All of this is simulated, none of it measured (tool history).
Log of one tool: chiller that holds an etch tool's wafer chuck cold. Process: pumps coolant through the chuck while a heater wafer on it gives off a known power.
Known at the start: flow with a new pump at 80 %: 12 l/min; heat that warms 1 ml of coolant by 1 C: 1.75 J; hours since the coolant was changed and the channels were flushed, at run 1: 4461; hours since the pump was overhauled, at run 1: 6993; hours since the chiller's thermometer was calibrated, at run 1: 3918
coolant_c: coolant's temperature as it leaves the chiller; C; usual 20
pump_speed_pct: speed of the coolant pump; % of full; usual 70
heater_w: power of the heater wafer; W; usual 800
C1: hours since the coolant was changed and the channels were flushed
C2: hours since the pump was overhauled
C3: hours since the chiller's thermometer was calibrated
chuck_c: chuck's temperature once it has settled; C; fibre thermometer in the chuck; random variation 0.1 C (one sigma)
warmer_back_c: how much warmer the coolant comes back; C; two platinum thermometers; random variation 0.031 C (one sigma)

Run 1, hour 0.0: usual settings; C1 4461; C2 6993; C3 3918. Result: chuck_c 32.1 C, warmer_back_c 3.21 C.
Run 2, hour 141.2: usual settings; C1 4602; C2 7134; C3 4059. Result: chuck_c 32.4 C, warmer_back_c 3.14 C.
Run 3, hour 264.1: usual settings; C1 4725; C2 7257; C3 4182. Result: chuck_c 32.6 C, warmer_back_c 3.19 C.
Run 4, hour 435.9: usual settings but pump_speed_pct 66 % of full; C1 4897; C2 7428; C3 4354. Result: chuck_c 33.5 C, warmer_back_c 3.56 C.
Run 5, hour 527.4: usual settings but pump_speed_pct 66 % of full; C1 4989; C2 7520; C3 4445. Result: chuck_c 33.3 C, warmer_back_c 3.46 C.
Run 6, hour 700.7: usual settings but pump_speed_pct 66 % of full; C1 5162; C2 7693; C3 4619. Result: chuck_c 33.6 C, warmer_back_c 3.54 C.
Run 7, hour 879.7: usual settings but pump_speed_pct 66 % of full, heater_w 432 W; C1 5341; C2 7872; C3 4798. Result: chuck_c 28.1 C, warmer_back_c 1.89 C.
Run 8, hour 973.7: usual settings but pump_speed_pct 66 % of full, heater_w 432 W; C1 5435; C2 7966; C3 4892. Result: chuck_c 28.2 C, warmer_back_c 1.89 C.
At hour 996.8: coolant changed, channels flushed.
Run 9, hour 1118.7: usual settings but pump_speed_pct 66 % of full, heater_w 432 W; C1 122; C2 8105; C3 5031. Result: chuck_c 26.4 C, warmer_back_c 1.90 C.
Run 10, hour 1284.6: usual settings but pump_speed_pct 66 % of full, heater_w 432 W; C1 288; C2 8271; C3 5197. Result: chuck_c 26.7 C, warmer_back_c 1.92 C.
Run 11, hour 1381.7: usual settings but pump_speed_pct 66 % of full, heater_w 432 W; C1 385; C2 8368; C3 5294. Result: chuck_c 26.6 C, warmer_back_c 1.93 C.
At hour 1394.5: coolant pump overhauled.
Run 12, hour 1467.1: usual settings but pump_speed_pct 66 % of full, heater_w 432 W; C1 465; C2 73; C3 5374. Result: chuck_c 25.8 C, warmer_back_c 1.49 C.
Run 13, hour 1571.1: usual settings but coolant_c 22 C, pump_speed_pct 66 % of full, heater_w 432 W; C1 569; C2 177; C3 5478. Result: chuck_c 27.9 C, warmer_back_c 1.53 C.
Run 14, hour 1673.4: usual settings but coolant_c 22 C, pump_speed_pct 66 % of full, heater_w 432 W; C1 672; C2 279; C3 5580. Result: chuck_c 28.0 C, warmer_back_c 1.51 C.
Run 15, hour 1778.5: usual settings but heater_w 487 W; C1 777; C2 384; C3 5686. Result: chuck_c 26.4 C, warmer_back_c 1.59 C.
At hour 1793.2: chiller's thermometer calibrated.
Run 16, hour 1938.6: usual settings but heater_w 487 W; C1 936; C2 543; C3 145. Result: chuck_c 24.8 C, warmer_back_c 1.62 C.
Run 17, hour 2095.8: usual settings but coolant_c 25 C, pump_speed_pct 87 % of full, heater_w 531 W; C1 1093; C2 700; C3 303. Result: chuck_c 29.8 C, warmer_back_c 1.43 C.
Run 18, hour 2186.0: usual settings but coolant_c 25 C, pump_speed_pct 87 % of full, heater_w 531 W; C1 1183; C2 791; C3 393. Result: chuck_c 29.9 C, warmer_back_c 1.39 C.
Run 19, hour 2282.0: usual settings but coolant_c 25 C, pump_speed_pct 87 % of full, heater_w 531 W; C1 1279; C2 886; C3 489. Result: chuck_c 29.6 C, warmer_back_c 1.37 C.
Run 20, hour 2444.3: usual settings but pump_speed_pct 91 % of full, heater_w 839 W; C1 1442; C2 1049; C3 651. Result: chuck_c 27.5 C, warmer_back_c 2.15 C.
Run 21, hour 2572.8: usual settings but pump_speed_pct 91 % of full, heater_w 839 W; C1 1570; C2 1177; C3 780. Result: chuck_c 27.4 C, warmer_back_c 2.07 C.
Run 22, hour 2715.5: usual settings but coolant_c 22 C, pump_speed_pct 64 % of full, heater_w 839 W; C1 1713; C2 1320; C3 922. Result: chuck_c 32.3 C, warmer_back_c 3.10 C.
Run 23, hour 2823.1: usual settings but coolant_c 21 C, pump_speed_pct 80 % of full, heater_w 782 W; C1 1820; C2 1428; C3 1030. Result: chuck_c 28.8 C, warmer_back_c 2.29 C.
Run 24, hour 3004.1: usual settings but coolant_c 28 C, pump_speed_pct 94 % of full, heater_w 583 W; C1 2001; C2 1609; C3 1211. Result: chuck_c 33.4 C, warmer_back_c 1.45 C.

Forecast run 25:
Run 25, hour 3178.3: usual settings but coolant_c 28 C, pump_speed_pct 75 % of full, heater_w 583 W; C1 2176; C2 1783; C3 1385. Result: chuck_c ?, warmer_back_c ?.

{"run 25": {"chuck_c": 34.3, "warmer_back_c": 1.87}}
Without the tool's hidden state the same run would have given chuck_c 33.2 C, warmer_back_c 1.81 C.
